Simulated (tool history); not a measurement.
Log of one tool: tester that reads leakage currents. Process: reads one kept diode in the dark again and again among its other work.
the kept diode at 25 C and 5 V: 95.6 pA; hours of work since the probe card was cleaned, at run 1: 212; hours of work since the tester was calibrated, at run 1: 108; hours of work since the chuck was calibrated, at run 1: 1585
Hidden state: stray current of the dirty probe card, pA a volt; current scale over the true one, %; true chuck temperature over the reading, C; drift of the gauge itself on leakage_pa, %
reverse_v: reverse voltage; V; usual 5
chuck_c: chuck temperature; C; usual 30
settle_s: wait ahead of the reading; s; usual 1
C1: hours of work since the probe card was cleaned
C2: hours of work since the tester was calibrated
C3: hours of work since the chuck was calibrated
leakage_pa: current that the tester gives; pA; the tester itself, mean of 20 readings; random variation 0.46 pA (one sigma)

{"run": 1, "hour": 0.0, "reverse_v": 5, "chuck_c": 30, "settle_s": 1, "C1": 212, "C2": 108, "C3": 1585, "leakage_pa": 153.87}
{"run": 2, "hour": 31.9, "reverse_v": 5, "chuck_c": 28, "settle_s": 1, "C1": 227, "C2": 123, "C3": 1600, "leakage_pa": 128.18}
{"run": 3, "hour": 57.1, "reverse_v": 5, "chuck_c": 28, "settle_s": 1, "C1": 239, "C2": 135, "C3": 1612, "leakage_pa": 127.63}
{"run": 4, "hour": 84.6, "reverse_v": 5, "chuck_c": 28, "settle_s": 1, "C1": 252, "C2": 149, "C3": 1626, "leakage_pa": 128.1}
{"run": 5, "hour": 105.8, "reverse_v": 3.25, "chuck_c": 28, "settle_s": 1, "C1": 262, "C2": 159, "C3": 1636, "leakage_pa": 100.22}
{"run": 6, "hour": 131.3, "reverse_v": 5, "chuck_c": 20, "settle_s": 1, "C1": 275, "C2": 171, "C3": 1648, "leakage_pa": 60.56}
{"run": 7, "hour": 164.2, "reverse_v": 5, "chuck_c": 20, "settle_s": 1, "C1": 290, "C2": 187, "C3": 1664, "leakage_pa": 60.69}
{"run": 8, "hour": 182.7, "reverse_v": 5, "chuck_c": 30, "settle_s": 1, "C1": 299, "C2": 195, "C3": 1673, "leakage_pa": 152.65}
{"run": 9, "hour": 222.1, "reverse_v": 5, "chuck_c": 30, "settle_s": 1, "C1": 318, "C2": 214, "C3": 1691, "leakage_pa": 153.25}
{"run": 10, "hour": 242.2, "reverse_v": 2.51, "chuck_c": 30, "settle_s": 1, "C1": 328, "C2": 224, "C3": 1701, "leakage_pa": 102.93}
{"run": 11, "hour": 277.7, "reverse_v": 2.51, "chuck_c": 30, "settle_s": 1, "C1": 345, "C2": 241, "C3": 1718, "leakage_pa": 102.74}
{"run": 12, "hour": 300.4, "reverse_v": 5, "chuck_c": 34, "settle_s": 1, "C1": 355, "C2": 252, "C3": 1729, "leakage_pa": 218.61}
{"run": 13, "hour": 326.4, "reverse_v": 3.13, "chuck_c": 30, "settle_s": 1, "C1": 368, "C2": 264, "C3": 1741, "leakage_pa": 116.39}
{"run": 14, "hour": 366.0, "reverse_v": 3.13, "chuck_c": 30, "settle_s": 1, "C1": 387, "C2": 283, "C3": 1760, "leakage_pa": 116.63}
{"run": 15, "hour": 392.0, "reverse_v": 3.13, "chuck_c": 30, "settle_s": 5.49, "C1": 399, "C2": 296, "C3": 1773, "leakage_pa": 115.89}
{"run": 16, "hour": 424.9, "reverse_v": 3.13, "chuck_c": 30, "settle_s": 5.49, "C1": 415, "C2": 311, "C3": 1788, "leakage_pa": 116.11}
{"run": 17, "hour": 460.5, "reverse_v": 5, "chuck_c": 41, "settle_s": 1, "C1": 432, "C2": 328, "C3": 1805, "leakage_pa": 401.83}
{"run": 18, "hour": 480.2, "reverse_v": 5, "chuck_c": 30, "settle_s": 1, "C1": 441, "C2": 338, "C3": 1815, "leakage_pa": 152.93}
{"run": 19, "hour": 506.9, "reverse_v": 5, "chuck_c": 30, "settle_s": 1, "C1": 454, "C2": 351, "C3": 1828, "leakage_pa": 153.21}
{"run": 20, "hour": 532.9, "reverse_v": 5, "chuck_c": 30, "settle_s": 0.32, "C1": 467, "C2": 363, "C3": 1840, "leakage_pa": 155.93}
{"run": 21, "hour": 549.9, "reverse_v": 5, "chuck_c": 30, "settle_s": 0.32, "C1": 475, "C2": 371, "C3": 1848, "leakage_pa": 156.24}
{"run": 22, "hour": 572.8, "reverse_v": 5, "chuck_c": 30, "settle_s": 0.32, "C1": 486, "C2": 382, "C3": 1859, "leakage_pa": 156.8}
{"run": 23, "hour": 602.3, "reverse_v": 2.98, "chuck_c": 40, "settle_s": 1, "C1": 500, "C2": 396, "C3": 1873, "leakage_pa": 272.83}
{"run": 24, "hour": 642.4, "reverse_v": 2.58, "chuck_c": 32, "settle_s": 7.82, "C1": 519, "C2": 415, "C3": 1892, "leakage_pa": 124.31}
{"run": 25, "hour": 659.2, "reverse_v": 6.59, "chuck_c": 30, "settle_s": 1, "C1": 527, "C2": 423, "C3": 1900, "leakage_pa": 180.05}
{"run": 26, "hour": 697.1, "reverse_v": 1.98, "chuck_c": 37, "settle_s": 0.7, "C1": 545, "C2": 441, "C3": 1919, "leakage_pa": 166.65}
{"run": 27, "hour": 725.9, "reverse_v": 1.98, "chuck_c": 37, "settle_s": 0.7, "C1": 559, "C2": 455, "C3": 1932, "leakage_pa": 166.77}
{"run": 28, "hour": 750.1, "reverse_v": 3.64, "chuck_c": 37, "settle_s": 9.72, "C1": 570, "C2": 467, "C3": 1944, "leakage_pa": 236.63}
{"run": 29, "hour": 771.9, "reverse_v": 18.55, "chuck_c": 24, "settle_s": 1.41, "C1": 581, "C2": 477, "C3": 1954, "leakage_pa": 189.21}
{"run": 30, "hour": 795.1, "reverse_v": 18.55, "chuck_c": 24, "settle_s": 1.41, "C1": 592, "C2": 488, "C3": 1965, "leakage_pa": 190.07}
{"run": 31, "hour": 826.8, "reverse_v": 1.13, "chuck_c": 21, "settle_s": 0.48, "C1": 607, "C2": 503, "C3": 1981, "leakage_pa": 28.03}
{"run": 32, "hour": 851.0, "reverse_v": 5, "chuck_c": 30, "settle_s": 0.53, "C1": 619, "C2": 515, "C3": 1992, "leakage_pa": 154.43}
{"run": 33, "hour": 887.8, "reverse_v": 5, "chuck_c": 30, "settle_s": 0.53, "C1": 636, "C2": 533, "C3": 2010, "leakage_pa": 154.26}
{"run": 34, "hour": 918.0, "reverse_v": 5, "chuck_c": 23, "settle_s": 6.04, "C1": 651, "C2": 547, "C3": 2024, "leakage_pa": 79.52}
{"run": 35, "hour": 957.8, "reverse_v": 2.35, "chuck_c": 50, "settle_s": 1, "C1": 670, "C2": 566, "C3": 2043, "leakage_pa": 547.27}
{"run": 36, "hour": 976.9, "reverse_v": 2.35, "chuck_c": 50, "settle_s": 2.3, "C1": 679, "C2": 575, "C3": 2052, "leakage_pa": 546.61}
{"run": 37, "hour": 1006.8, "reverse_v": 1.51, "chuck_c": 32, "settle_s": 0.68, "C1": 693, "C2": 590, "C3": 2067, "leakage_pa": 91.86}
{"run": 38, "hour": 1046.2, "reverse_v": 1.51, "chuck_c": 32, "settle_s": 0.49, "C1": 712, "C2": 608, "C3": 2086, "leakage_pa": 92.3}
{"run": 39, "hour": 1076.6, "reverse_v": 1.51, "chuck_c": 36, "settle_s": 2.05, "C1": 727, "C2": 623, "C3": 2100, "leakage_pa": 130.32}
{"run": 40, "hour": 1106.1, "reverse_v": 7.23, "chuck_c": 32, "settle_s": 3.69, "C1": 741, "C2": 637, "C3": 2114, "leakage_pa": 225.72}

3 ways to go on from here, each from the tool as it stands after run 40. What would each give?
{"run": "A", "hour": 1134.6, "reverse_v": 9.62, "chuck_c": 32, "settle_s": 0.46, "C1": 754, "C2": 651, "C3": 2128, "leakage_pa": "?"}
{"run": "B", "hour": 1134.6, "reverse_v": 4.66, "chuck_c": 46, "settle_s": 1.73, "C1": 754, "C2": 651, "C3": 2128, "leakage_pa": "?"}
{"run": "C", "hour": 1134.6, "reverse_v": 5, "chuck_c": 30, "settle_s": 6.27, "C1": 754, "C2": 651, "C3": 2128, "leakage_pa": "?"}

run=A leakage_pa=271.17
run=B leakage_pa=582.59
run=C leakage_pa=152.17
Without the tool's hidden state the same runs would have given:
run=A leakage_pa=271.49
run=B leakage_pa=583.4
run=C leakage_pa=152.37

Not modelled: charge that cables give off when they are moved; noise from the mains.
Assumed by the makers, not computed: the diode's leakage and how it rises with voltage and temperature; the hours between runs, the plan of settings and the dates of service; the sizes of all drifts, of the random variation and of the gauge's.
